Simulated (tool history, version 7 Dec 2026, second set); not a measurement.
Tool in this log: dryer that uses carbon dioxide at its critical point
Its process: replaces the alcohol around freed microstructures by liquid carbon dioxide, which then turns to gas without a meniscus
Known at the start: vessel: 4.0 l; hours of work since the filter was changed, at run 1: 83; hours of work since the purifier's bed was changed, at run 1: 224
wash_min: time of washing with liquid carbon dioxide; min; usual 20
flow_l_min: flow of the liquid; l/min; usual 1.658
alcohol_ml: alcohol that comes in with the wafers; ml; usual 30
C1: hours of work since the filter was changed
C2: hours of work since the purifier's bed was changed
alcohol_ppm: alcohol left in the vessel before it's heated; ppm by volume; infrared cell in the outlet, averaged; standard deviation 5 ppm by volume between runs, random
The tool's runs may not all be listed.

Run 1, hour 0: usual settings; C1 83; C2 224. Result: alcohol_ppm 50 ppm by volume.
Run 2, hour 13.6: usual settings; C1 93; C2 235. Result: alcohol_ppm 61 ppm by volume.
Run 3, hour 26.6: usual settings; C1 103; C2 245. Result: alcohol_ppm 56 ppm by volume.
Run 4, hour 41.9: usual settings; C1 115; C2 256. Result: alcohol_ppm 70 ppm by volume.
Run 5, hour 50.8: usual settings; C1 122; C2 263. Result: alcohol_ppm 47 ppm by volume.
Run 6, hour 61.8: usual settings but alcohol_ml 53 ml; C1 130; C2 271. Result: alcohol_ppm 73 ppm by volume.
Run 7, hour 68.1: usual settings but flow_l_min 1.48 l/min; C1 135; C2 276. Result: alcohol_ppm 72 ppm by volume.
Run 8, hour 77.3: usual settings but wash_min 29 min, flow_l_min 1.48 l/min; C1 142; C2 283. Result: alcohol_ppm 61 ppm by volume.
Run 9, hour 84.6: usual settings but wash_min 29 min, flow_l_min 1.48 l/min; C1 147; C2 289. Result: alcohol_ppm 63 ppm by volume.
Run 10, hour 91.4: usual settings but wash_min 29 min, flow_l_min 1.48 l/min; C1 152; C2 294. Result: alcohol_ppm 64 ppm by volume.
Run 11, hour 99.8: usual settings but wash_min 29 min, flow_l_min 1.48 l/min; C1 159; C2 300. Result: alcohol_ppm 56 ppm by volume.
Run 12, hour 114.2: usual settings but wash_min 23 min, flow_l_min 2.04 l/min, alcohol_ml 117 ml; C1 170; C2 311. Result: alcohol_ppm 55 ppm by volume.
Run 13, hour 126.6: usual settings but wash_min 17 min, flow_l_min 2.67 l/min, alcohol_ml 117 ml; C1 179; C2 321. Result: alcohol_ppm 62 ppm by volume.
Run 14, hour 133: usual settings but wash_min 13 min; C1 184; C2 325. Result: alcohol_ppm 121 ppm by volume.
Run 15, hour 141.6: usual settings but wash_min 13 min; C1 191; C2 332. Result: alcohol_ppm 141 ppm by volume.
Run 16, hour 154.7: usual settings but wash_min 13 min; C1 201; C2 342. Result: alcohol_ppm 137 ppm by volume.
Run 17, hour 166.4: usual settings but wash_min 25 min; C1 210; C2 351. Result: alcohol_ppm 76 ppm by volume.
Run 18, hour 178.5: usual settings but flow_l_min 1.87 l/min, alcohol_ml 26 ml; C1 219; C2 360. Result: alcohol_ppm 76 ppm by volume.

Per-run results on a tool with no hidden state, each run keeping its own random variation:
What the log doesn't record here: flow that reaches the vessel past the clogged filter, %; alcohol in the recycled carbon dioxide, ppm; drift of the gauge itself on alcohol_ppm, %.
run  alcohol_ppm
  1            9
  2           17
  3           10
  4           21
  5            0
  6           20
  7           20
  8            9
  9            9
 10           11
 11            0
 12            0
 13            5
 14           48
 15           64
 16           56
 17           10
 18            9

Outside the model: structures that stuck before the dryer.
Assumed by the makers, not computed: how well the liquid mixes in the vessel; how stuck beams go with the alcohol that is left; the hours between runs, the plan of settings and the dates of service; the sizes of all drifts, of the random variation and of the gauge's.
